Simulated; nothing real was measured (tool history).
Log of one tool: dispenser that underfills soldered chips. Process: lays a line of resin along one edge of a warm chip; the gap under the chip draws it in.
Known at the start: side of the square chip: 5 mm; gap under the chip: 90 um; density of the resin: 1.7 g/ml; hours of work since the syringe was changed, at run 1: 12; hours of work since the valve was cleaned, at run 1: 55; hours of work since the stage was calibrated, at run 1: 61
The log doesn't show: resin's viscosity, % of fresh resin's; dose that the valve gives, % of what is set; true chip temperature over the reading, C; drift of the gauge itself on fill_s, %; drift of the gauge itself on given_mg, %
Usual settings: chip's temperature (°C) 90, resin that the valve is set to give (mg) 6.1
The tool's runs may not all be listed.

run,hour,chip's temperature (°C),resin that the valve is set to give (mg),hours of work since the syringe was changed,hours of work since the valve was cleaned,hours of work since the stage was calibrated,time until the resin shows at the far edge (s),resin that the valve gave (mg)
1,0,90,6.1,12,55,61,19.9,5.88
# hour 0.7: new syringe of resin
2,3,90,6.1,2,58,63,9.7,5.82
3,6.9,90,6.1,5,61,66,12,5.82
4,10.5,98,6.1,8,64,69,11.1,5.77
5,12.9,90,6.59,10,66,71,17.2,6.27
# hour 15.9: dispensing valve cleaned and set on the balance
# hour 16.8: new syringe of resin
6,17.4,90,6.59,0,1,73,8.9,6.61
7,20.6,90,5.78,3,4,76,10.8,5.74
8,23.7,90,5.78,5,6,78,12.7,5.76
9,26.6,90,6.1,8,8,81,14.7,6.1
10,30,90,6.1,10,11,83,18.2,6.03
# hour 31.9: new syringe of resin
11,33.3,90,7.63,1,13,86,9.4,7.56
12,37.4,86,5.37,4,17,89,14.1,5.31
13,42.1,82,5.41,8,20,93,21.7,5.3
14,45.7,82,5.41,11,23,96,26.2,5.31
# hour 46.9: new syringe of resin
15,48.4,85,5.68,1,25,97,10.5,5.55
16,51.8,85,5.68,4,28,100,14.4,5.58
17,54.7,81,7.23,6,30,102,18.2,7.03
18,58.1,92,6.87,9,33,105,14.6,6.65
19,60.9,88,6.1,11,35,107,20.3,5.94
# hour 62.2: new syringe of resin
20,65.3,76,6.01,2,38,111,17.8,5.83
21,69.4,80,7.33,6,42,114,18.3,7.09
22,73.3,80,7.33,9,45,117,22.6,7.07

How the hidden state differs across the entries between the runs, from the last listed run before each to the first after it:
Between runs 1 and 2: new syringe of resin (hour 0.7)
  resin's viscosity, % of fresh resin's: 235.4 -> 114.5; dose that the valve gives, % of what is set: 95.49 -> 95.31; true chip temperature over the reading, C: -0.42 -> -0.44
  measured less the result without the state, time until the resin shows at the far edge (s): +11.6 -> +1.4; resin that the valve gave (mg): -0.27 -> -0.29
Between runs 5 and 6: dispensing valve cleaned and set on the balance (hour 15.9); new syringe of resin (hour 16.8)
  resin's viscosity, % of fresh resin's: 204 -> 103.4; dose that the valve gives, % of what is set: 94.68 -> 99.83; true chip temperature over the reading, C: -0.5 -> -0.52
  measured less the result without the state, time until the resin shows at the far edge (s): +8.9 -> +0.4; resin that the valve gave (mg): -0.35 -> -0.01
Between runs 10 and 11: new syringe of resin (hour 31.9)
  resin's viscosity, % of fresh resin's: 215.6 -> 109.4; dose that the valve gives, % of what is set: 99.06 -> 98.88; true chip temperature over the reading, C: -0.59 -> -0.61
  measured less the result without the state, time until the resin shows at the far edge (s): +9.9 -> +1; resin that the valve gave (mg): -0.06 -> -0.09
Between runs 14 and 15: new syringe of resin (hour 46.9)
  resin's viscosity, % of fresh resin's: 226.5 -> 107; dose that the valve gives, % of what is set: 98.09 -> 97.93; true chip temperature over the reading, C: -0.68 -> -0.7
  measured less the result without the state, time until the resin shows at the far edge (s): +15 -> +1; resin that the valve gave (mg): -0.11 -> -0.12
Between runs 19 and 20: new syringe of resin (hour 62.2)
  resin's viscosity, % of fresh resin's: 222.7 -> 120.6; dose that the valve gives, % of what is set: 97.14 -> 96.88; true chip temperature over the reading, C: -0.77 -> -0.79
  measured less the result without the state, time until the resin shows at the far edge (s): +11.5 -> +3.4; resin that the valve gave (mg): -0.18 -> -0.19
